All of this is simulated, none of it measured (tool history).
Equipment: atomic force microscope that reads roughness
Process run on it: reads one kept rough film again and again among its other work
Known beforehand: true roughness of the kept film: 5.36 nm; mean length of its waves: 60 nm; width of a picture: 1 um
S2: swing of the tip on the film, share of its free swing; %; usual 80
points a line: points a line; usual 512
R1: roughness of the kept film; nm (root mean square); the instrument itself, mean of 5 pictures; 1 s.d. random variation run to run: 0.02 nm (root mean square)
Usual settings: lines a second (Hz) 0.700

{"run": 1, "hour": 0.0, "lines a second (Hz)": 0.7, "S2": 80, "points a line": 512, "R1": 4.694}
{"run": 2, "hour": 59.6, "lines a second (Hz)": 1.498, "S2": 80, "points a line": 512, "R1": 4.247}
{"hour": 79.4, "done": "new tip fitted"}
{"run": 3, "hour": 89.3, "lines a second (Hz)": 0.7, "S2": 80, "points a line": 512, "R1": 4.802}
{"run": 4, "hour": 149.5, "lines a second (Hz)": 0.7, "S2": 80, "points a line": 271, "R1": 4.605}
{"run": 5, "hour": 188.5, "lines a second (Hz)": 0.7, "S2": 80, "points a line": 271, "R1": 4.485}
{"hour": 207.4, "done": "new tip fitted"}
{"run": 6, "hour": 243.0, "lines a second (Hz)": 0.7, "S2": 80, "points a line": 271, "R1": 4.691}
{"run": 7, "hour": 295.2, "lines a second (Hz)": 0.7, "S2": 80, "points a line": 271, "R1": 4.581}
{"hour": 335.5, "done": "new tip fitted"}
{"run": 8, "hour": 338.5, "lines a second (Hz)": 0.7, "S2": 80, "points a line": 512, "R1": 4.806}
{"hour": 344.7, "done": "height scale calibrated on a step standard"}
{"run": 9, "hour": 390.2, "lines a second (Hz)": 0.7, "S2": 80, "points a line": 512, "R1": 4.663}
{"hour": 434.9, "done": "height scale calibrated on a step standard, once more"}
{"run": 10, "hour": 434.9, "lines a second (Hz)": 0.7, "S2": 80, "points a line": 512, "R1": 4.569}
{"hour": 466.3, "done": "new tip fitted"}
{"run": 11, "hour": 478.7, "lines a second (Hz)": 0.7, "S2": 80, "points a line": 512, "R1": 4.737}
{"run": 12, "hour": 515.1, "lines a second (Hz)": 0.7, "S2": 80, "points a line": 512, "R1": 4.641}
{"run": 13, "hour": 575.6, "lines a second (Hz)": 0.7, "S2": 61, "points a line": 512, "R1": 4.735}
{"hour": 596.3, "done": "new tip fitted"}
{"run": 14, "hour": 625.9, "lines a second (Hz)": 1.464, "S2": 60, "points a line": 512, "R1": 4.824}
{"run": 15, "hour": 678.9, "lines a second (Hz)": 1.464, "S2": 60, "points a line": 512, "R1": 4.69}
{"hour": 725.3, "done": "new tip fitted"}
{"run": 16, "hour": 731.9, "lines a second (Hz)": 0.863, "S2": 81, "points a line": 264, "R1": 4.696}
{"run": 17, "hour": 766.8, "lines a second (Hz)": 3.263, "S2": 62, "points a line": 264, "R1": 4.486}
{"run": 18, "hour": 794.2, "lines a second (Hz)": 3.263, "S2": 62, "points a line": 264, "R1": 4.407}
{"run": 19, "hour": 829.8, "lines a second (Hz)": 3.263, "S2": 62, "points a line": 264, "R1": 4.293}
{"hour": 852.8, "done": "new tip fitted"}
{"run": 20, "hour": 860.8, "lines a second (Hz)": 3.263, "S2": 62, "points a line": 264, "R1": 4.57}
{"run": 21, "hour": 901.0, "lines a second (Hz)": 2.401, "S2": 80, "points a line": 512, "R1": 4.051}

Run 22 is up next; what results do you expect?
{"run": 22, "hour": 950.6, "lines a second (Hz)": 3.019, "S2": 89, "points a line": 838, "R1": "?"}

R1: 3.384 nm (root mean square)
Take away the tool's hidden state, keep the run-to-run variation as it was, and the same run would have given R1 3.593 nm (root mean square).
